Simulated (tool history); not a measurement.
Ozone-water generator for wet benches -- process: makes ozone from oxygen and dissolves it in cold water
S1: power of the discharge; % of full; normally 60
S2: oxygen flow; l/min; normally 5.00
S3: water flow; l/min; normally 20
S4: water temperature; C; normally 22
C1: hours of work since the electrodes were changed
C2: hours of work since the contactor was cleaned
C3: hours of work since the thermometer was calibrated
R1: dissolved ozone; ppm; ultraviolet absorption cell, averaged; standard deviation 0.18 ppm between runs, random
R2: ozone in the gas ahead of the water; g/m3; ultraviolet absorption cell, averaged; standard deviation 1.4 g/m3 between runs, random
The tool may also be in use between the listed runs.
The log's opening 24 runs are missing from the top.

{"run": 25, "day": 49.229, "S1": 58, "S2": 6.68, "S3": 14, "S4": 25, "C1": 2266, "C2": 5691, "C3": 2956, "R1": 29.2, "R2": 228.5}
{"run": 26, "day": 51.729, "S1": 82, "S2": 8.89, "S3": 13, "S4": 30, "C1": 2313, "C2": 5739, "C3": 3003, "R1": 32.6, "R2": 253.7}
{"run": 27, "day": 53.433, "S1": 72, "S2": 8.89, "S3": 27, "S4": 30, "C1": 2346, "C2": 5771, "C3": 3036, "R1": 21.4, "R2": 231.4}
{"run": 28, "day": 54.996, "S1": 72, "S2": 8.89, "S3": 27, "S4": 30, "C1": 2375, "C2": 5800, "C3": 3065, "R1": 21.4, "R2": 236.2}
{"run": 29, "day": 57.533, "S1": 72, "S2": 8.89, "S3": 27, "S4": 30, "C1": 2423, "C2": 5848, "C3": 3113, "R1": 21.6, "R2": 234.4}
{"run": 30, "day": 60.154, "S1": 72, "S2": 8.89, "S3": 27, "S4": 30, "C1": 2472, "C2": 5897, "C3": 3162, "R1": 21.5, "R2": 235.0}
{"run": 31, "day": 61.9, "S1": 72, "S2": 5.15, "S3": 20, "S4": 27, "C1": 2505, "C2": 5930, "C3": 3195, "R1": 25.1, "R2": 280.8}
{"run": 32, "day": 64.517, "S1": 72, "S2": 2.94, "S3": 20, "S4": 27, "C1": 2555, "C2": 5980, "C3": 3245, "R1": 22.5, "R2": 336.8}

Consider 3 possible next runs. They are alternatives, not a sequence: every one starts from the tool as it was left by run 32. What does each give?
{"run": "A", "day": 66.054, "S1": 60, "S2": 5.0, "S3": 30, "S4": 22, "C1": 2584, "C2": 6009, "C3": 3274, "R1": "?", "R2": "?"}
{"run": "B", "day": 66.054, "S1": 79, "S2": 7.39, "S3": 20, "S4": 17, "C1": 2584, "C2": 6009, "C3": 3274, "R1": "?", "R2": "?"}
{"run": "C", "day": 66.054, "S1": 70, "S2": 8.1, "S3": 26, "S4": 27, "C1": 2584, "C2": 6009, "C3": 3274, "R1": "?", "R2": "?"}

run=A R1=18.6 R2=254.6
run=B R1=33.5 R2=261.7
run=C R1=22.7 R2=238.3
What these runs would have given with no unlogged condition in the tool:
run=A R1=18.6 R2=254.8
run=B R1=33.5 R2=261.9
run=C R1=22.7 R2=238.5
